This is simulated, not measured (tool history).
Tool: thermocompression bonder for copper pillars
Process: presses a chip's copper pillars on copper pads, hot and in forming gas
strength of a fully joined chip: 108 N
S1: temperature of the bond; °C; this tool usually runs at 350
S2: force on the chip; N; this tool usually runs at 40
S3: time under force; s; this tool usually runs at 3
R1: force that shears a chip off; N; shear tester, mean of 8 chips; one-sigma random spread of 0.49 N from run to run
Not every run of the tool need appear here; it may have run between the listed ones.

| run | hour | S1 | S2 | S3 | R1 |
|---|---|---|---|---|---|
| 1 | 0.0 | 350 | 40 | 3 | 50.9 |
| 2 | 14.3 | 350 | 40 | 3 | 52.4 |
| 3 | 34.1 | 350 | 40 | 3 | 51.2 |
| 4 | 57.6 | 350 | 40 | 3 | 52.0 |
| 5 | 74.2 | 350 | 40 | 9 | 71.3 |
| 6 | 97.4 | 350 | 40 | 9 | 70.4 |
| 7 | 115.5 | 356 | 49 | 7 | 78.0 |
| 8 | 126.9 | 356 | 49 | 7 | 78.5 |

For run 9, what comes out?
| 9 | 141.2 | 370 | 44 | 3 | ? |

{"run 9": {"R1": 62.3}}
With the hidden condition absent and the run-to-run variation left alone, this run would have shown R1 66.6 N.
